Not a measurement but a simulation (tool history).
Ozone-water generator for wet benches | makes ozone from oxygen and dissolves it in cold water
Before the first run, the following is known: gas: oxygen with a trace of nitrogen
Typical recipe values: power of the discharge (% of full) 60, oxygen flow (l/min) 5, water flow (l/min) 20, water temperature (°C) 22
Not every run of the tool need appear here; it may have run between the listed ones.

run,hour,power of the discharge (% of full),oxygen flow (l/min),water flow (l/min),water temperature (°C),dissolved ozone (ppm),ozone in the gas ahead of the water (g/m3)
1,0,60,5,20,22,17.7,236
2,47.1,60,3.21,20,22,16.3,282.4
3,76.5,60,3.21,20,22,16.4,277.4
4,122.5,60,2.77,20,22,15.6,299.6
5,173.1,60,5,20,22,17.5,234.7
6,222.2,60,5,20,22,17.6,233.8
7,251,60,5,20,22,17.8,232.2
8,277.6,60,5,20,22,17.5,233.2
9,324.1,52,5,20,22,16.2,217.2
10,355.6,52,4.3,20,22,16,226.1
11,383.6,60,3.37,20,18,17.3,271.6

Below, each run's measurement less what the same run would have read without the hidden state. Both values contain the same run-to-run variation, but the gauge's scatter may not be the same in both:
Unlogged tool condition in this case: yield of the discharge, % of new electrodes'; contactor's efficiency, % of a clean one's; true water temperature over the reading, C; drift of the gauge itself on ozone_ppm, %; drift of the gauge itself on gas_g_m3, %.
run,ozone in the gas ahead of the water (g/m3)
1,+0
2,-0.8
3,-1.2
4,-2.1
5,-2.3
6,-2.9
7,-3.3
8,-3.6
9,-3.9
10,-4.5
11,-5.9
dissolved ozone (ppm): 0 in every run.
